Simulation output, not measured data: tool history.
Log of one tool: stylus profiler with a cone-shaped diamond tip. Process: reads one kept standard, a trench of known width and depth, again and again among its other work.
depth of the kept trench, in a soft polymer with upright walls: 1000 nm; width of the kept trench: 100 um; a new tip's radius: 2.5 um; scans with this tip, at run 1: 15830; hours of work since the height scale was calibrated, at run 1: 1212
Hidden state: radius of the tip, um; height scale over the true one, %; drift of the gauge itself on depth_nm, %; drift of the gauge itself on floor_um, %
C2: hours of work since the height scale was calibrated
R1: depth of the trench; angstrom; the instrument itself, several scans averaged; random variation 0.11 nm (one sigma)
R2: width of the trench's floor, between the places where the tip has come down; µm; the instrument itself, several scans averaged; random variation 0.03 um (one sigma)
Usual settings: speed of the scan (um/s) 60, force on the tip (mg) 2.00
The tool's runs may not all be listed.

{"run": 1, "hour": 0.0, "speed of the scan (um/s)": 60, "force on the tip (mg)": 2.0, "scans with this tip": 15830, "C2": 1212, "R1": 10080.0, "R2": 93.01}
{"run": 2, "hour": 87.9, "speed of the scan (um/s)": 204, "force on the tip (mg)": 2.0, "scans with this tip": 16600, "C2": 1271, "R1": 10083.4, "R2": 92.16}
{"run": 3, "hour": 139.0, "speed of the scan (um/s)": 60, "force on the tip (mg)": 2.0, "scans with this tip": 17049, "C2": 1306, "R1": 10084.7, "R2": 92.8}
{"run": 4, "hour": 225.6, "speed of the scan (um/s)": 60, "force on the tip (mg)": 2.0, "scans with this tip": 17808, "C2": 1364, "R1": 10083.1, "R2": 92.8}
{"hour": 249.9, "done": "height scale calibrated on a step standard"}
{"run": 5, "hour": 282.3, "speed of the scan (um/s)": 48, "force on the tip (mg)": 2.0, "scans with this tip": 18300, "C2": 22, "R1": 10069.1, "R2": 92.77}
{"run": 6, "hour": 357.3, "speed of the scan (um/s)": 48, "force on the tip (mg)": 2.0, "scans with this tip": 18958, "C2": 72, "R1": 10070.5, "R2": 92.64}
{"run": 7, "hour": 424.0, "speed of the scan (um/s)": 48, "force on the tip (mg)": 2.0, "scans with this tip": 19543, "C2": 117, "R1": 10071.0, "R2": 92.59}
{"run": 8, "hour": 531.8, "speed of the scan (um/s)": 60, "force on the tip (mg)": 2.0, "scans with this tip": 20488, "C2": 189, "R1": 10071.6, "R2": 92.41}
{"run": 9, "hour": 638.7, "speed of the scan (um/s)": 60, "force on the tip (mg)": 2.0, "scans with this tip": 21425, "C2": 261, "R1": 10073.5, "R2": 92.3}
{"run": 10, "hour": 733.5, "speed of the scan (um/s)": 60, "force on the tip (mg)": 2.0, "scans with this tip": 22256, "C2": 325, "R1": 10075.1, "R2": 92.2}
{"run": 11, "hour": 837.1, "speed of the scan (um/s)": 60, "force on the tip (mg)": 2.0, "scans with this tip": 23165, "C2": 394, "R1": 10075.4, "R2": 92.07}
{"run": 12, "hour": 957.6, "speed of the scan (um/s)": 30, "force on the tip (mg)": 2.94, "scans with this tip": 24220, "C2": 475, "R1": 10097.8, "R2": 92.14}
{"run": 13, "hour": 1008.1, "speed of the scan (um/s)": 76, "force on the tip (mg)": 1.82, "scans with this tip": 24663, "C2": 509, "R1": 10073.8, "R2": 91.83}
{"run": 14, "hour": 1117.8, "speed of the scan (um/s)": 18, "force on the tip (mg)": 4.66, "scans with this tip": 25625, "C2": 583, "R1": 10126.2, "R2": 92.07}
{"hour": 1216.6, "done": "new tip fitted, height scale calibrated"}
{"run": 15, "hour": 1232.2, "speed of the scan (um/s)": 43, "force on the tip (mg)": 5.4, "scans with this tip": 137, "C2": 10, "R1": 10125.5, "R2": 95.83}
{"run": 16, "hour": 1347.1, "speed of the scan (um/s)": 43, "force on the tip (mg)": 3.43, "scans with this tip": 1144, "C2": 88, "R1": 10093.1, "R2": 95.55}
{"run": 17, "hour": 1414.4, "speed of the scan (um/s)": 190, "force on the tip (mg)": 1.19, "scans with this tip": 1734, "C2": 133, "R1": 10047.8, "R2": 94.33}
{"run": 18, "hour": 1522.1, "speed of the scan (um/s)": 16, "force on the tip (mg)": 1.09, "scans with this tip": 2678, "C2": 205, "R1": 10043.5, "R2": 95.23}
{"run": 19, "hour": 1574.7, "speed of the scan (um/s)": 25, "force on the tip (mg)": 0.86, "scans with this tip": 3139, "C2": 240, "R1": 10039.9, "R2": 95.17}

3 ways to go on from here, each from the tool as it stands after run 19. What would each give?
{"run": "A", "hour": 1692.0, "speed of the scan (um/s)": 37, "force on the tip (mg)": 0.93, "scans with this tip": 4168, "C2": 319, "R1": "?", "R2": "?"}
{"run": "B", "hour": 1692.0, "speed of the scan (um/s)": 43, "force on the tip (mg)": 1.55, "scans with this tip": 4168, "C2": 319, "R1": "?", "R2": "?"}
{"run": "C", "hour": 1692.0, "speed of the scan (um/s)": 127, "force on the tip (mg)": 1.59, "scans with this tip": 4168, "C2": 319, "R1": "?", "R2": "?"}

run=A R1=10042.1 R2=94.88
run=B R1=10059.0 R2=94.91
run=C R1=10060.2 R2=94.41
Without the tool's hidden state the same runs would have given:
run=A R1=10038.0 R2=95.72
run=B R1=10054.8 R2=95.76
run=C R1=10056.1 R2=95.25
